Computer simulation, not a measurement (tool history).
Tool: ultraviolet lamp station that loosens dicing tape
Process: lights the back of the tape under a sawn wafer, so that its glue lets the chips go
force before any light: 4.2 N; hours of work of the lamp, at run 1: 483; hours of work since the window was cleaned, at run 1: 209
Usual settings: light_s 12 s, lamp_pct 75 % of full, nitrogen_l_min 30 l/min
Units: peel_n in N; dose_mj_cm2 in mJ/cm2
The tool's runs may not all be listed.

run	day	light_s	lamp_pct	nitrogen_l_min	hours of work of the lamp	hours of work since the window was cleaned	peel_n	dose_mj_cm2
1	0.000	12	75	30	483	209	0.313	263
2	0.608	12	75	30	494	219	0.296	266
3	1.479	12	75	30	508	233	0.304	262
4	2.121	12	75	30	519	244	0.310	267
5	3.238	12	75	30	537	263	0.310	267
6	3.912	12	73	30	549	274	0.301	262
7	4.450	12	73	30	558	283	0.318	253
8	5.121	12	73	30	569	294	0.313	254
9	6.375	12	94	30	590	315	0.257	332
10	7.596	12	94	30	610	335	0.260	328
11	8.775	12	94	30	630	355	0.255	331
12	10.004	12	94	30	650	375	0.245	333
13	11.288	12	94	30	672	397	0.277	327
14	12.538	12	94	30	693	418	0.252	330
15	13.783	12	94	30	713	438	0.266	330
16	14.558	13	94	30	726	451	0.253	361
17	15.600	13	94	30	744	469	0.252	357
18	16.388	21	68	43	757	482	0.243	420
19	17.421	10	75	22	774	499	0.436	217
# day 18.017: window cleaned of glue's vapour
20	18.700	10	69	27	795	11	0.451	205
21	19.446	9	93	28	807	24	0.339	246
22	20.588	14	79	11	826	43	0.393	325
23	21.629	6	94	51	844	60	0.433	165
24	22.446	6	83	27	857	74	0.692	147
25	23.200	23	75	9	870	86	0.282	503
26	24.204	13	63	27	887	103	0.360	241
27	24.783	7	73	10	896	113	1.218	150
28	25.508	12	85	30	908	125	0.279	297
29	26.321	8	73	43	922	138	0.449	173
30	27.583	8	73	43	943	160	0.437	169
31	28.871	20	84	30	964	181	0.240	490
32	29.596	9	85	35	977	193	0.359	229
33	30.283	9	85	35	988	205	0.342	226
34	31.338	9	85	35	1006	222	0.352	221

5 ways to go on from here, each from the tool as it stands after run 34. What would each give?
A	32.350	20	74	14	1022	239	?	?
B	32.350	9	94	17	1022	239	?	?
C	32.350	12	62	30	1022	239	?	?
D	32.350	10	85	11	1022	239	?	?
E	32.350	9	92	27	1022	239	?	?

run	peel_n	dose_mj_cm2
A	0.252	435
B	0.458	249
C	0.373	218
D	0.577	249
E	0.370	242
Without the tool's hidden state the same runs would have given:
run	peel_n	dose_mj_cm2
A	0.252	436
B	0.457	250
C	0.372	218
D	0.575	250
E	0.368	243
